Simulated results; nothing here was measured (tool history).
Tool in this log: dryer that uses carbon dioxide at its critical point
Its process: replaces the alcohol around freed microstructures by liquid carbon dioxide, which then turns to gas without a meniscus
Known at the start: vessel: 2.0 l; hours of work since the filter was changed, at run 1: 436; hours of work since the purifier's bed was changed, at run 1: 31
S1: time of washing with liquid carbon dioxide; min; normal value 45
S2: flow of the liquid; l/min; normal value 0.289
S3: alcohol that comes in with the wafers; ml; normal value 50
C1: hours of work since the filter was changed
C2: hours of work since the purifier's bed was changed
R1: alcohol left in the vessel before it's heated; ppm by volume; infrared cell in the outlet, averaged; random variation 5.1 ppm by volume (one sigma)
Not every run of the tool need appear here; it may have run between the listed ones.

Run 1, day 0.000: usual settings; C1 436; C2 31. Result: R1 84 ppm by volume.
Run 2, day 0.367: usual settings; C1 440; C2 35. Result: R1 97 ppm by volume.
Run 3, day 0.858: usual settings; C1 445; C2 40. Result: R1 92 ppm by volume.
At day 1.312: inlet filter changed.
Run 4, day 1.312: usual settings; C1 0; C2 45. Result: R1 78 ppm by volume.
Run 5, day 1.829: usual settings; C1 6; C2 50. Result: R1 61 ppm by volume.
Run 6, day 2.312: usual settings; C1 11; C2 55. Result: R1 64 ppm by volume.
Run 7, day 2.825: usual settings; C1 16; C2 61. Result: R1 67 ppm by volume.
Run 8, day 3.250: usual settings; C1 21; C2 65. Result: R1 63 ppm by volume.
Run 9, day 3.825: usual settings; C1 27; C2 71. Result: R1 74 ppm by volume.
Run 10, day 4.233: usual settings but S1 70 min, S2 0.204 l/min, S3 24 ml; C1 31; C2 76. Result: R1 29 ppm by volume.
Run 11, day 4.771: usual settings but S1 42 min, S2 0.212 l/min, S3 24 ml; C1 37; C2 82. Result: R1 201 ppm by volume.
Run 12, day 5.508: usual settings but S1 57 min; C1 45; C2 89. Result: R1 21 ppm by volume.
Run 13, day 6.250: usual settings but S1 27 min, S2 0.487 l/min, S3 83 ml; C1 53; C2 97. Result: R1 117 ppm by volume.
Run 14, day 6.638: usual settings but S1 42 min, S3 24 ml; C1 57; C2 101. Result: R1 63 ppm by volume.
Run 15, day 7.258: usual settings but S2 0.197 l/min, S3 34 ml; C1 63; C2 108. Result: R1 275 ppm by volume.
Run 16, day 7.708: usual settings but S1 69 min, S2 0.249 l/min, S3 47 ml; C1 68; C2 113. Result: R1 17 ppm by volume.

Each row is a separate what-if for the run after 16, all from the same tool condition, not one after another. Results?
Run A, day 8.225: usual settings but S1 47 min; C1 74; C2 118. Result: R1 ?.
Run B, day 8.225: usual settings but S2 0.321 l/min; C1 74; C2 118. Result: R1 ?.
Run C, day 8.225: usual settings but S1 69 min, S2 0.249 l/min, S3 26 ml; C1 74; C2 118. Result: R1 ?.
Run D, day 8.225: usual settings but S1 69 min, S2 0.249 l/min, S3 88 ml; C1 74; C2 118. Result: R1 ?.

run  R1
  A  55
  B  52
  C  20
  D  27
What these runs would have given with no unlogged condition in the tool:
run  R1
  A  40
  B  39
  C   9
  D  14
